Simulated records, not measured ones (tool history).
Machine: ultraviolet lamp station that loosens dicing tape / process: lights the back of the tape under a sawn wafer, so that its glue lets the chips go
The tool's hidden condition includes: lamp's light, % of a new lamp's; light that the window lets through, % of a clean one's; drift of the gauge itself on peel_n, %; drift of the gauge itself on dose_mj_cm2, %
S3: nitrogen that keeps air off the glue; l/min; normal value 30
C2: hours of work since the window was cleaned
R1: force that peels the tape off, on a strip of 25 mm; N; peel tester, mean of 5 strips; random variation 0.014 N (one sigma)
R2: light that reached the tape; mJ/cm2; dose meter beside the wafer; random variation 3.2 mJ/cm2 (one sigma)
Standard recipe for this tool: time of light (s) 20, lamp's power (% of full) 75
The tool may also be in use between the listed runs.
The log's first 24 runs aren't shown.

{"run": 25, "hour": 187.1, "time of light (s)": 19, "lamp's power (% of full)": 93, "S3": 14, "hours of work of the lamp": 157, "C2": 173, "R1": 0.678, "R2": 572}
{"run": 26, "hour": 196.3, "time of light (s)": 11, "lamp's power (% of full)": 93, "S3": 37, "hours of work of the lamp": 162, "C2": 178, "R1": 1.234, "R2": 336}
{"run": 27, "hour": 206.7, "time of light (s)": 18, "lamp's power (% of full)": 64, "S3": 11, "hours of work of the lamp": 167, "C2": 183, "R1": 1.751, "R2": 373}
{"run": 28, "hour": 213.5, "time of light (s)": 18, "lamp's power (% of full)": 85, "S3": 15, "hours of work of the lamp": 171, "C2": 187, "R1": 0.885, "R2": 504}
{"run": 29, "hour": 220.9, "time of light (s)": 15, "lamp's power (% of full)": 81, "S3": 30, "hours of work of the lamp": 175, "C2": 191, "R1": 0.986, "R2": 397}
{"run": 30, "hour": 231.7, "time of light (s)": 13, "lamp's power (% of full)": 82, "S3": 15, "hours of work of the lamp": 180, "C2": 196, "R1": 1.772, "R2": 349}
{"run": 31, "hour": 238.1, "time of light (s)": 20, "lamp's power (% of full)": 75, "S3": 48, "hours of work of the lamp": 184, "C2": 200, "R1": 0.506, "R2": 490}
{"run": 32, "hour": 245.1, "time of light (s)": 28, "lamp's power (% of full)": 75, "S3": 22, "hours of work of the lamp": 187, "C2": 203, "R1": 0.366, "R2": 692}
{"run": 33, "hour": 255.8, "time of light (s)": 11, "lamp's power (% of full)": 85, "S3": 18, "hours of work of the lamp": 193, "C2": 209, "R1": 1.983, "R2": 298}
{"run": 34, "hour": 262.3, "time of light (s)": 11, "lamp's power (% of full)": 85, "S3": 18, "hours of work of the lamp": 196, "C2": 212, "R1": 2.011, "R2": 305}
{"run": 35, "hour": 272.8, "time of light (s)": 20, "lamp's power (% of full)": 64, "S3": 30, "hours of work of the lamp": 202, "C2": 218, "R1": 0.862, "R2": 417}
{"run": 36, "hour": 284.1, "time of light (s)": 20, "lamp's power (% of full)": 70, "S3": 48, "hours of work of the lamp": 208, "C2": 224, "R1": 0.62, "R2": 457}
{"run": 37, "hour": 294.2, "time of light (s)": 15, "lamp's power (% of full)": 82, "S3": 30, "hours of work of the lamp": 213, "C2": 229, "R1": 0.973, "R2": 403}
{"run": 38, "hour": 299.7, "time of light (s)": 23, "lamp's power (% of full)": 82, "S3": 30, "hours of work of the lamp": 216, "C2": 232, "R1": 0.386, "R2": 618}
{"run": 39, "hour": 308.9, "time of light (s)": 23, "lamp's power (% of full)": 82, "S3": 30, "hours of work of the lamp": 221, "C2": 237, "R1": 0.392, "R2": 613}
{"run": 40, "hour": 318.3, "time of light (s)": 16, "lamp's power (% of full)": 82, "S3": 30, "hours of work of the lamp": 226, "C2": 242, "R1": 0.857, "R2": 427}
{"run": 41, "hour": 328.7, "time of light (s)": 16, "lamp's power (% of full)": 82, "S3": 30, "hours of work of the lamp": 231, "C2": 247, "R1": 0.829, "R2": 427}
{"run": 42, "hour": 337.3, "time of light (s)": 12, "lamp's power (% of full)": 64, "S3": 14, "hours of work of the lamp": 236, "C2": 252, "R1": 2.898, "R2": 250}

4 options for the next run, each taken on its own from the tool as it stands now. Forecast them:
{"run": "A", "hour": 346.6, "time of light (s)": 12, "lamp's power (% of full)": 64, "S3": 21, "hours of work of the lamp": 241, "C2": 257, "R1": "?", "R2": "?"}
{"run": "B", "hour": 346.6, "time of light (s)": 20, "lamp's power (% of full)": 75, "S3": 42, "hours of work of the lamp": 241, "C2": 257, "R1": "?", "R2": "?"}
{"run": "C", "hour": 346.6, "time of light (s)": 20, "lamp's power (% of full)": 71, "S3": 9, "hours of work of the lamp": 241, "C2": 257, "R1": "?", "R2": "?"}
{"run": "D", "hour": 346.6, "time of light (s)": 38, "lamp's power (% of full)": 64, "S3": 54, "hours of work of the lamp": 241, "C2": 257, "R1": "?", "R2": "?"}

run=A R1=2.422 R2=249
run=B R1=0.542 R2=493
run=C R1=1.366 R2=459
run=D R1=0.218 R2=797
With no hidden state in the tool, these same runs would have given:
run=A R1=2.419 R2=250
run=B R1=0.541 R2=494
run=C R1=1.364 R2=460
run=D R1=0.218 R2=798

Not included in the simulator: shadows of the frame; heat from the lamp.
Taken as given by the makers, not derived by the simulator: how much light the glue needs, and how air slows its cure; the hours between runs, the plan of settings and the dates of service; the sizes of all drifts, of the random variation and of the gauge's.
